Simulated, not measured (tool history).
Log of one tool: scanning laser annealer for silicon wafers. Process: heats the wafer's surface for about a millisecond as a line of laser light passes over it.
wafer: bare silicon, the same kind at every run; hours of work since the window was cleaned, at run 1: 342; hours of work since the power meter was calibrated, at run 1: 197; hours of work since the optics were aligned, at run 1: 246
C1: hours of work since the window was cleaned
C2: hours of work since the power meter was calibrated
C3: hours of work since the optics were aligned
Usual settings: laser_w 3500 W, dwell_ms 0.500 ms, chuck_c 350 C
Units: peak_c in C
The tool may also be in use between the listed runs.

run 1 hour=0.0 | laser_w=3500 dwell_ms=0.500 chuck_c=350 | C1=342 C2=197 C3=246 | peak_c=1171
run 2 hour=24.4 | laser_w=3500 dwell_ms=0.500 chuck_c=350 | C1=352 C2=208 C3=256 | peak_c=1168
run 3 hour=50.2 | laser_w=3500 dwell_ms=0.500 chuck_c=350 | C1=363 C2=219 C3=267 | peak_c=1170
run 4 hour=64.2 | laser_w=3500 dwell_ms=0.500 chuck_c=350 | C1=369 C2=224 C3=272 | peak_c=1165
-- hour=74.0 window over the wafer cleaned
run 5 hour=78.0 | laser_w=3500 dwell_ms=0.500 chuck_c=350 | C1=2 C2=229 C3=277 | peak_c=1181
run 6 hour=90.1 | laser_w=3500 dwell_ms=0.500 chuck_c=350 | C1=7 C2=234 C3=282 | peak_c=1179
run 7 hour=111.3 | laser_w=3500 dwell_ms=0.379 chuck_c=350 | C1=16 C2=243 C3=291 | peak_c=1064
run 8 hour=138.0 | laser_w=3500 dwell_ms=0.500 chuck_c=350 | C1=27 C2=254 C3=303 | peak_c=1179
run 9 hour=164.6 | laser_w=3500 dwell_ms=0.500 chuck_c=350 | C1=38 C2=266 C3=314 | peak_c=1180
run 10 hour=183.9 | laser_w=3710 dwell_ms=0.500 chuck_c=350 | C1=46 C2=274 C3=322 | peak_c=1242
run 11 hour=200.8 | laser_w=3500 dwell_ms=0.500 chuck_c=350 | C1=53 C2=281 C3=329 | peak_c=1175
run 12 hour=221.7 | laser_w=3500 dwell_ms=0.500 chuck_c=350 | C1=62 C2=289 C3=338 | peak_c=1178
run 13 hour=238.2 | laser_w=3500 dwell_ms=0.500 chuck_c=350 | C1=69 C2=296 C3=344 | peak_c=1176
run 14 hour=256.4 | laser_w=3444 dwell_ms=0.580 chuck_c=326 | C1=76 C2=304 C3=352 | peak_c=1203
run 15 hour=274.4 | laser_w=3444 dwell_ms=0.580 chuck_c=326 | C1=84 C2=312 C3=360 | peak_c=1197
run 16 hour=287.2 | laser_w=3500 dwell_ms=0.500 chuck_c=337 | C1=89 C2=317 C3=365 | peak_c=1161
run 17 hour=298.8 | laser_w=3500 dwell_ms=0.500 chuck_c=337 | C1=94 C2=322 C3=370 | peak_c=1165
run 18 hour=315.0 | laser_w=3719 dwell_ms=0.585 chuck_c=350 | C1=101 C2=329 C3=377 | peak_c=1322
run 19 hour=337.5 | laser_w=3500 dwell_ms=0.523 chuck_c=389 | C1=110 C2=338 C3=386 | peak_c=1232
run 20 hour=364.7 | laser_w=3500 dwell_ms=0.523 chuck_c=389 | C1=122 C2=349 C3=397 | peak_c=1232
run 21 hour=384.7 | laser_w=3500 dwell_ms=0.523 chuck_c=389 | C1=130 C2=358 C3=406 | peak_c=1230
run 22 hour=409.5 | laser_w=3500 dwell_ms=0.367 chuck_c=350 | C1=141 C2=368 C3=416 | peak_c=1049
run 23 hour=432.9 | laser_w=3199 dwell_ms=0.559 chuck_c=362 | C1=150 C2=378 C3=426 | peak_c=1135
run 24 hour=460.6 | laser_w=3199 dwell_ms=0.559 chuck_c=362 | C1=162 C2=390 C3=438 | peak_c=1136
run 25 hour=484.4 | laser_w=3131 dwell_ms=0.464 chuck_c=361 | C1=172 C2=400 C3=448 | peak_c=1042

Forecast each of these 5 alternatives for the next run:
run A hour=510.8 | laser_w=3753 dwell_ms=0.558 chuck_c=350 | C1=183 C2=411 C3=459 | peak_c=?
run B hour=510.8 | laser_w=3131 dwell_ms=0.418 chuck_c=361 | C1=183 C2=411 C3=459 | peak_c=?
run C hour=510.8 | laser_w=3347 dwell_ms=0.388 chuck_c=361 | C1=183 C2=411 C3=459 | peak_c=?
run D hour=510.8 | laser_w=3745 dwell_ms=0.500 chuck_c=350 | C1=183 C2=411 C3=459 | peak_c=?
run E hour=510.8 | laser_w=3008 dwell_ms=0.484 chuck_c=350 | C1=183 C2=411 C3=459 | peak_c=?

run=A peak_c=1301
run=B peak_c=1004
run=C peak_c=1037
run=D peak_c=1243
run=E peak_c=1009
Without the tool's hidden state the same runs would have given:
run=A peak_c=1326
run=B peak_c=1021
run=C peak_c=1054
run=D peak_c=1266
run=E peak_c=1026
